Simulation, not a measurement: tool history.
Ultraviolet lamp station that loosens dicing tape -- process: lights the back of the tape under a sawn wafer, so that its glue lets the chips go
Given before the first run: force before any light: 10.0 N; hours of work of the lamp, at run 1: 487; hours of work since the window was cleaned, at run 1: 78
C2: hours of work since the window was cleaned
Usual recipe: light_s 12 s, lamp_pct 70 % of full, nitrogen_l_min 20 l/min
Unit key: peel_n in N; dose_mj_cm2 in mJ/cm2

Run 1, hour 0.0: usual settings; hours of work of the lamp 487; C2 78. Result: peel_n 1.247 N, dose_mj_cm2 361 mJ/cm2.
Run 2, hour 17.1: usual settings but lamp_pct 72 % of full; hours of work of the lamp 498; C2 90. Result: peel_n 1.190 N, dose_mj_cm2 365 mJ/cm2.
Run 3, hour 29.1: usual settings; hours of work of the lamp 506; C2 98. Result: peel_n 1.246 N, dose_mj_cm2 352 mJ/cm2.
Run 4, hour 43.3: usual settings but light_s 9 s; hours of work of the lamp 516; C2 108. Result: peel_n 2.079 N, dose_mj_cm2 266 mJ/cm2.
Run 5, hour 62.2: usual settings but light_s 9 s; hours of work of the lamp 528; C2 120. Result: peel_n 2.110 N, dose_mj_cm2 264 mJ/cm2.
Run 6, hour 81.7: usual settings but light_s 14 s; hours of work of the lamp 541; C2 133. Result: peel_n 0.971 N, dose_mj_cm2 408 mJ/cm2.
Run 7, hour 97.4: usual settings but light_s 14 s; hours of work of the lamp 552; C2 144. Result: peel_n 0.982 N, dose_mj_cm2 403 mJ/cm2.
Run 8, hour 111.9: usual settings but light_s 9 s; hours of work of the lamp 562; C2 154. Result: peel_n 2.163 N, dose_mj_cm2 256 mJ/cm2.
Run 9, hour 133.0: usual settings but light_s 9 s; hours of work of the lamp 576; C2 168. Result: peel_n 2.203 N, dose_mj_cm2 257 mJ/cm2.
Run 10, hour 156.0: usual settings; hours of work of the lamp 591; C2 183. Result: peel_n 1.413 N, dose_mj_cm2 338 mJ/cm2.
Run 11, hour 170.1: usual settings but nitrogen_l_min 26 l/min; hours of work of the lamp 601; C2 193. Result: peel_n 1.298 N, dose_mj_cm2 340 mJ/cm2.
At hour 172.8: window cleaned of glue's vapour.
Run 12, hour 186.6: usual settings but nitrogen_l_min 26 l/min; hours of work of the lamp 611; C2 9. Result: peel_n 1.389 N, dose_mj_cm2 323 mJ/cm2.
Run 13, hour 206.0: usual settings but light_s 8 s, lamp_pct 63 % of full, nitrogen_l_min 30 l/min; hours of work of the lamp 624; C2 22. Result: peel_n 2.790 N, dose_mj_cm2 194 mJ/cm2.
Run 14, hour 217.9: usual settings but light_s 7 s, lamp_pct 60 % of full, nitrogen_l_min 12 l/min; hours of work of the lamp 632; C2 30. Result: peel_n 4.166 N, dose_mj_cm2 158 mJ/cm2.
Run 15, hour 232.3: usual settings but light_s 7 s, lamp_pct 60 % of full, nitrogen_l_min 12 l/min; hours of work of the lamp 642; C2 40. Result: peel_n 4.159 N, dose_mj_cm2 159 mJ/cm2.
Run 16, hour 244.4: usual settings but light_s 10 s, lamp_pct 87 % of full, nitrogen_l_min 23 l/min; hours of work of the lamp 650; C2 48. Result: peel_n 1.393 N, dose_mj_cm2 334 mJ/cm2.
Run 17, hour 253.9: usual settings but light_s 20 s, lamp_pct 68 % of full; hours of work of the lamp 657; C2 54. Result: peel_n 0.614 N, dose_mj_cm2 509 mJ/cm2.
Run 18, hour 266.6: usual settings but light_s 9 s, nitrogen_l_min 7 l/min; hours of work of the lamp 665; C2 63. Result: peel_n 3.394 N, dose_mj_cm2 237 mJ/cm2.
Run 19, hour 282.6: usual settings but light_s 13 s, nitrogen_l_min 6 l/min; hours of work of the lamp 676; C2 74. Result: peel_n 2.314 N, dose_mj_cm2 338 mJ/cm2.
Run 20, hour 299.4: usual settings but light_s 19 s, lamp_pct 60 % of full, nitrogen_l_min 9 l/min; hours of work of the lamp 687; C2 85. Result: peel_n 1.362 N, dose_mj_cm2 426 mJ/cm2.
At hour 312.8: window cleaned of glue's vapour, once more.
Run 21, hour 323.0: usual settings but light_s 19 s, lamp_pct 60 % of full, nitrogen_l_min 9 l/min; hours of work of the lamp 703; C2 7. Result: peel_n 1.118 N, dose_mj_cm2 472 mJ/cm2.
Run 22, hour 336.6: usual settings but nitrogen_l_min 8 l/min; hours of work of the lamp 712; C2 16. Result: peel_n 1.986 N, dose_mj_cm2 348 mJ/cm2.

For some of the steps in peel_n from one run to the next: how much would appear even if the tool had no hidden state, given the settings, what came in and random variation, and how much remains for the hidden state plus any gauge scatter that the measured result and the result without hidden state don't share?
What the log doesn't record here: lamp's light, % of a new lamp's; light that the window lets through, % of a clean one's; drift of the gauge itself on peel_n, %; drift of the gauge itself on dose_mj_cm2, %.
Run 15 -> 16: light_s 7 -> 10, lamp_pct 60 -> 87, nitrogen_l_min 12 -> 23. peel_n -2.766 N: hidden state -0.333, all else -2.433.
Run 17 -> 18: light_s 20 -> 9, lamp_pct 68 -> 70, nitrogen_l_min 20 -> 7. peel_n +2.780 N: hidden state +0.666, all else +2.114.
